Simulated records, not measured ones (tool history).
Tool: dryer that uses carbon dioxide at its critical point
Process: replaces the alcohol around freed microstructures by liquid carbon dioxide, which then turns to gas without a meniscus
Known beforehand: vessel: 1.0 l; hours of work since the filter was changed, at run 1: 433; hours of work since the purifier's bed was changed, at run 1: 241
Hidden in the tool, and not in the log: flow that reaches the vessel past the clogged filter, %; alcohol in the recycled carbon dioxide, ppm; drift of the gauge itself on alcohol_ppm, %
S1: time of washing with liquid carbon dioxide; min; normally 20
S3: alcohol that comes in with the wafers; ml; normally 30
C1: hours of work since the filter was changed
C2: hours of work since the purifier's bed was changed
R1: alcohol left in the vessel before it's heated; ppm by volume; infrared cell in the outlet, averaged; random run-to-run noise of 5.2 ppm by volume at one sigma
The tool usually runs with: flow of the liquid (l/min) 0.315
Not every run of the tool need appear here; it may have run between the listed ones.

{"run": 1, "day": 0.0, "S1": 20, "flow of the liquid (l/min)": 0.315, "S3": 30, "C1": 433, "C2": 241, "R1": 241}
{"run": 2, "day": 0.504, "S1": 20, "flow of the liquid (l/min)": 0.315, "S3": 22, "C1": 439, "C2": 246, "R1": 207}
{"run": 3, "day": 1.062, "S1": 20, "flow of the liquid (l/min)": 0.315, "S3": 22, "C1": 445, "C2": 253, "R1": 212}
{"run": 4, "day": 1.479, "S1": 20, "flow of the liquid (l/min)": 0.315, "S3": 22, "C1": 450, "C2": 257, "R1": 210}
{"run": 5, "day": 2.062, "S1": 20, "flow of the liquid (l/min)": 0.315, "S3": 30, "C1": 456, "C2": 264, "R1": 251}
{"run": 6, "day": 2.575, "S1": 20, "flow of the liquid (l/min)": 0.315, "S3": 30, "C1": 462, "C2": 269, "R1": 259}
{"run": 7, "day": 3.092, "S1": 20, "flow of the liquid (l/min)": 0.315, "S3": 30, "C1": 468, "C2": 275, "R1": 278}
{"run": 8, "day": 3.342, "S1": 20, "flow of the liquid (l/min)": 0.315, "S3": 30, "C1": 470, "C2": 278, "R1": 259}
{"run": 9, "day": 3.908, "S1": 20, "flow of the liquid (l/min)": 0.315, "S3": 30, "C1": 477, "C2": 284, "R1": 272}
{"run": 10, "day": 4.242, "S1": 12, "flow of the liquid (l/min)": 0.315, "S3": 30, "C1": 480, "C2": 288, "R1": 1323}
{"run": 11, "day": 4.567, "S1": 13, "flow of the liquid (l/min)": 0.315, "S3": 30, "C1": 484, "C2": 292, "R1": 1076}
{"run": 12, "day": 4.933, "S1": 20, "flow of the liquid (l/min)": 0.315, "S3": 35, "C1": 488, "C2": 296, "R1": 301}
{"run": 13, "day": 5.504, "S1": 22, "flow of the liquid (l/min)": 0.389, "S3": 35, "C1": 494, "C2": 302, "R1": 157}
{"run": 14, "day": 5.792, "S1": 22, "flow of the liquid (l/min)": 0.389, "S3": 35, "C1": 498, "C2": 305, "R1": 154}

For run 15, what comes out?
{"run": 15, "day": 6.325, "S1": 13, "flow of the liquid (l/min)": 0.366, "S3": 46, "C1": 504, "C2": 311, "R1": "?"}

R1: 928 ppm by volume
Minus the tool's unlogged condition, the same run would have read R1 567 ppm by volume.
